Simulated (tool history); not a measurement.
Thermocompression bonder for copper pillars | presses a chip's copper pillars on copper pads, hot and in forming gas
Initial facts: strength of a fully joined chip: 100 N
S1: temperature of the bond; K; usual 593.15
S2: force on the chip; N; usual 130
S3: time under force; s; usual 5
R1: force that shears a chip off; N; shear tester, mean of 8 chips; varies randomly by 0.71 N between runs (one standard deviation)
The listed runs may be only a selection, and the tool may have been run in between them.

Run 1, hour 0.0: usual settings. Result: R1 59.8 N.
Run 2, hour 7.7: usual settings. Result: R1 59.4 N.
Run 3, hour 14.2: usual settings. Result: R1 58.4 N.
Run 4, hour 20.0: usual settings. Result: R1 59.4 N.
Run 5, hour 25.9: usual settings. Result: R1 59.8 N.
Run 6, hour 30.2: usual settings. Result: R1 58.0 N.
Run 7, hour 38.0: usual settings but S3 3 s. Result: R1 50.9 N.
Run 8, hour 42.2: usual settings but S3 3 s. Result: R1 50.4 N.
Run 9, hour 48.0: usual settings but S3 3 s. Result: R1 50.2 N.
Run 10, hour 52.6: usual settings but S1 602.15 K. Result: R1 61.9 N.
Run 11, hour 58.7: usual settings but S1 602.15 K. Result: R1 61.9 N.
Run 12, hour 67.5: usual settings but S3 11 s. Result: R1 73.3 N.
Run 13, hour 75.7: usual settings. Result: R1 59.5 N.
Run 14, hour 79.5: usual settings but S2 93 N. Result: R1 48.8 N.
Run 15, hour 84.9: usual settings. Result: R1 58.8 N.
Run 16, hour 89.0: usual settings. Result: R1 59.0 N.
At hour 90.9: forming gas filter changed.
Run 17, hour 98.1: usual settings. Result: R1 59.6 N.
Run 18, hour 104.5: usual settings but S1 585.15 K. Result: R1 56.3 N.
Run 19, hour 108.9: usual settings but S1 585.15 K, S3 4 s. Result: R1 53.4 N.
Run 20, hour 115.2: usual settings but S1 585.15 K, S3 4 s. Result: R1 53.8 N.
Run 21, hour 122.2: usual settings but S1 570.15 K, S2 172 N. Result: R1 60.7 N.
Run 22, hour 130.9: usual settings but S1 570.15 K, S2 132 N, S3 3 s. Result: R1 43.4 N.
Run 23, hour 137.5: usual settings but S1 605.15 K, S2 99 N, S3 3 s. Result: R1 46.9 N.
Run 24, hour 145.0: usual settings but S1 609.15 K, S2 102 N. Result: R1 57.8 N.
Run 25, hour 150.5: usual settings but S1 609.15 K, S2 102 N. Result: R1 58.4 N.
Run 26, hour 159.0: usual settings but S2 109 N, S3 3 s. Result: R1 46.0 N.
Run 27, hour 164.6: usual settings but S2 109 N, S3 3 s. Result: R1 44.9 N.
Run 28, hour 169.7: usual settings but S1 612.15 K, S2 160 N, S3 3 s. Result: R1 64.1 N.
Run 29, hour 177.6: usual settings but S1 575.15 K, S2 98 N, S3 9 s. Result: R1 54.1 N.
Run 30, hour 181.5: usual settings but S1 599.15 K. Result: R1 62.4 N.
Run 31, hour 186.4: usual settings but S1 576.15 K, S3 3 s. Result: R1 45.2 N.
Run 32, hour 195.5: usual settings but S2 115 N. Result: R1 53.7 N.
Run 33, hour 200.0: usual settings but S1 608.15 K, S2 150 N, S3 3 s. Result: R1 59.4 N.
Run 34, hour 207.6: usual settings but S1 602.15 K, S2 95 N, S3 12 s. Result: R1 68.8 N.
Run 35, hour 216.9: usual settings but S1 602.15 K, S2 95 N, S3 12 s. Result: R1 67.4 N.
Run 36, hour 223.7: usual settings but S1 602.15 K, S2 95 N, S3 12 s. Result: R1 68.5 N.
Run 37, hour 231.8: usual settings but S1 611.15 K, S2 103 N, S3 8 s. Result: R1 66.2 N.
Run 38, hour 241.0: usual settings but S1 611.15 K, S2 103 N, S3 8 s. Result: R1 66.2 N.
Run 39, hour 249.1: usual settings but S1 611.15 K, S2 103 N, S3 11 s. Result: R1 74.1 N.

Predict each of these 3 candidate next runs independently; none follows another, all start after run 39:
Run A, hour 256.5: usual settings but S3 7 s. Result: R1 ?.
Run B, hour 256.5: usual settings but S1 611.15 K, S2 103 N, S3 12 s. Result: R1 ?.
Run C, hour 256.5: usual settings but S1 611.15 K, S2 91 N, S3 3 s. Result: R1 ?.

run    R1
  A  65.5
  B  72.9
  C  44.8
The same runs, with their run-to-run variation unchanged, on a tool lacking any hidden condition would have given:
run    R1
  A  65.9
  B  73.3
  C  45.1
